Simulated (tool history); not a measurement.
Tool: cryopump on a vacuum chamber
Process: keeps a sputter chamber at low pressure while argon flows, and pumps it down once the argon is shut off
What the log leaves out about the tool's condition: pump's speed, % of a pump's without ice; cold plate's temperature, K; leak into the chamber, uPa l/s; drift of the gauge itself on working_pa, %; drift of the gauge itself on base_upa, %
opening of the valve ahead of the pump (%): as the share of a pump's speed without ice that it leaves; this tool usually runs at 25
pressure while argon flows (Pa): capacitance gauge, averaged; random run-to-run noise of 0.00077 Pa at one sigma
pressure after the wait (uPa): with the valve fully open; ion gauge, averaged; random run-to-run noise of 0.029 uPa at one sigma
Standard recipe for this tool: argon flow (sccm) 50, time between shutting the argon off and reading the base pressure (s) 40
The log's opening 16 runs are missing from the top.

run   hour  argon flow (sccm)  time between shutting the argon off and reading the base pressure (s)  opening of the valve ahead of the pump (%)  hours of work since the pump was warmed up and emptied  hours of work since the cold head was overhauled  hours of work since the chamber's fittings were tightened  pressure while argon flows (Pa)  pressure after the wait (uPa)
 17  171.6                 50                                                                     85                                          25                                                     305                                               305                                                       1011                           0.1492                           0.92
 18  179.8                 50                                                                     85                                          25                                                     309                                               309                                                       1015                           0.1496                           0.89
 19  191.5                 50                                                                    178                                          31                                                     314                                               314                                                       1020                           0.1204                           0.60
 20  204.2                 50                                                                    178                                          31                                                     320                                               320                                                       1026                           0.1209                           0.59
 21  214.0                 71                                                                     40                                          56                                                     324                                               324                                                       1030                           0.0961                           1.60
 22  222.2                 28                                                                     20                                          19                                                     328                                               328                                                       1034                           0.1100                           2.86
 23  232.4                 50                                                                     29                                          22                                                     332                                               332                                                       1038                           0.1686                           2.08
 24  242.7                 50                                                                     29                                          22                                                     337                                               337                                                       1043                           0.1701                           2.17
 25  257.1                 56                                                                     31                                          24                                                     343                                               343                                                       1049                           0.1740                           1.96
 26  266.3                 33                                                                     23                                          47                                                     347                                               347                                                       1054                           0.0521                           2.55
 27  273.8                 24                                                                     34                                          18                                                     351                                               351                                                       1057                           0.0995                           1.79
 28  285.7                 24                                                                     34                                          18                                                     356                                               356                                                       1062                           0.0992                           1.82
 29  292.5                 50                                                                     40                                          19                                                     359                                               359                                                       1065                           0.1971                           1.58

Expected results for the next run?
 30  300.9                 27                                                                     79                                          52                                                     363                                               363                                                       1069                                ?                              ?

{"run 30": {"pressure while argon flows (Pa)": 0.0394, "pressure after the wait (uPa)": 0.96}}
With the hidden condition absent and the run-to-run variation left alone, this run would have shown pressure while argon flows (Pa) 0.0380, pressure after the wait (uPa) 0.80.
